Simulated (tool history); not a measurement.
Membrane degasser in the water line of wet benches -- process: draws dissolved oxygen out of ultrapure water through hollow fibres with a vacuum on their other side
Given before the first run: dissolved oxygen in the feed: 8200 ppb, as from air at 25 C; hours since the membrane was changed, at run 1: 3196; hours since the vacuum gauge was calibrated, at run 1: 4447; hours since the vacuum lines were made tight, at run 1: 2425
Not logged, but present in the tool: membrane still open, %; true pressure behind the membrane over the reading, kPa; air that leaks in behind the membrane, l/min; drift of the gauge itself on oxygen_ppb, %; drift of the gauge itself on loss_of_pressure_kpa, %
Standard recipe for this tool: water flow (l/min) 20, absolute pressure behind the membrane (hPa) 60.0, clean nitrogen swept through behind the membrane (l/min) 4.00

| run | hour | water flow (l/min) | absolute pressure behind the membrane (hPa) | clean nitrogen swept through behind the membrane (l/min) | hours since the membrane was changed | hours since the vacuum gauge was calibrated | hours since the vacuum lines were made tight | dissolved oxygen in the water behind the degasser (ppb) | pressure that the water loses in the fibres (hPa) |
|---|---|---|---|---|---|---|---|---|---|
| 1 | 0.0 | 20 | 60.0 | 4.00 | 3196 | 4447 | 2425 | 225.4 | 315.5 |
| 2 | 46.9 | 20 | 60.0 | 4.00 | 3242 | 4493 | 2472 | 231.1 | 314.5 |
| 3 | 104.4 | 20 | 60.0 | 4.00 | 3300 | 4551 | 2529 | 227.3 | 316.7 |
| 4 | 189.3 | 18 | 60.0 | 4.00 | 3385 | 4636 | 2614 | 191.8 | 283.0 |
| 5 | 281.1 | 18 | 60.0 | 4.00 | 3477 | 4728 | 2706 | 189.8 | 285.5 |
| 6 | 328.1 | 18 | 60.0 | 4.00 | 3524 | 4775 | 2753 | 188.9 | 282.4 |
| 7 | 391.9 | 20 | 37.4 | 4.00 | 3587 | 4838 | 2817 | 199.6 | 318.4 |
| 8 | 444.6 | 20 | 117.8 | 4.00 | 3640 | 4891 | 2869 | 295.6 | 314.1 |
| 9 | 513.7 | 20 | 60.0 | 1.70 | 3709 | 4960 | 2938 | 267.8 | 313.9 |
| 10 | 557.9 | 25 | 60.0 | 4.00 | 3754 | 5004 | 2983 | 325.7 | 392.9 |
| 11 | 631.9 | 20 | 60.0 | 4.00 | 3828 | 5078 | 3057 | 229.0 | 317.1 |
| 12 | 695.5 | 20 | 60.0 | 4.00 | 3891 | 5142 | 3120 | 227.8 | 314.0 |
| 13 | 752.3 | 20 | 60.0 | 4.00 | 3948 | 5199 | 3177 | 230.4 | 315.1 |
| 14 | 822.4 | 20 | 60.0 | 4.00 | 4018 | 5269 | 3247 | 229.5 | 314.4 |
| 15 | 870.4 | 20 | 60.0 | 4.00 | 4066 | 5317 | 3295 | 229.1 | 317.2 |
| 16 | 911.8 | 20 | 60.0 | 4.00 | 4107 | 5358 | 3336 | 227.4 | 316.0 |
| 17 | 959.5 | 20 | 60.0 | 4.00 | 4155 | 5406 | 3384 | 229.2 | 315.9 |
|  | 983.9 | vacuum gauge calibrated |
| 18 | 997.8 | 27 | 45.9 | 2.87 | 4193 | 14 | 3422 | 348.1 | 430.0 |
| 19 | 1074.1 | 20 | 109.4 | 4.00 | 4269 | 90 | 3498 | 288.1 | 316.1 |
| 20 | 1119.4 | 20 | 109.4 | 4.00 | 4315 | 136 | 3544 | 282.5 | 317.3 |
| 21 | 1187.1 | 19 | 47.1 | 4.00 | 4382 | 203 | 3611 | 195.2 | 301.7 |
| 22 | 1240.8 | 19 | 47.1 | 4.00 | 4436 | 257 | 3665 | 197.1 | 299.4 |
| 23 | 1282.2 | 18 | 134.5 | 4.00 | 4477 | 298 | 3706 | 269.8 | 287.4 |
| 24 | 1343.6 | 15 | 77.7 | 8.67 | 4539 | 360 | 3768 | 134.1 | 239.6 |
| 25 | 1428.1 | 15 | 77.7 | 8.67 | 4623 | 444 | 3852 | 134.2 | 236.0 |
| 26 | 1482.5 | 15 | 66.8 | 1.88 | 4678 | 499 | 3907 | 179.6 | 237.2 |
| 27 | 1524.1 | 19 | 134.6 | 1.77 | 4719 | 540 | 3948 | 422.7 | 303.8 |
| 28 | 1567.5 | 20 | 60.0 | 5.57 | 4763 | 584 | 3992 | 221.5 | 317.8 |
| 29 | 1645.8 | 12 | 60.0 | 5.57 | 4841 | 662 | 4070 | 87.5 | 189.1 |
| 30 | 1683.9 | 18 | 36.3 | 9.24 | 4879 | 700 | 4108 | 163.0 | 287.4 |
| 31 | 1742.2 | 18 | 36.3 | 9.24 | 4937 | 758 | 4166 | 167.4 | 285.9 |
| 32 | 1807.9 | 18 | 36.3 | 9.24 | 5003 | 824 | 4232 | 165.9 | 289.3 |

Alternative continuations, all from the tool just after run 32; predict every row:
| A | 1858.9 | 28 | 85.0 | 8.01 | 5054 | 875 | 4283 | ? | ? |
| B | 1858.9 | 32 | 60.0 | 4.00 | 5054 | 875 | 4283 | ? | ? |
| C | 1858.9 | 29 | 36.3 | 2.40 | 5054 | 875 | 4283 | ? | ? |
| D | 1858.9 | 14 | 102.1 | 5.45 | 5054 | 875 | 4283 | ? | ? |

| run | dissolved oxygen in the water behind the degasser (ppb) | pressure that the water loses in the fibres (hPa) |
|---|---|---|
| A | 387.1 | 447.7 |
| B | 467.5 | 513.5 |
| C | 378.3 | 458.7 |
| D | 144.0 | 225.7 |
Take away the tool's hidden state, keep each run's random variation, and the runs would have read:
| run | dissolved oxygen in the water behind the degasser (ppb) | pressure that the water loses in the fibres (hPa) |
|---|---|---|
| A | 356.9 | 435.3 |
| B | 432.5 | 499.3 |
| C | 345.5 | 446.0 |
| D | 131.5 | 219.5 |
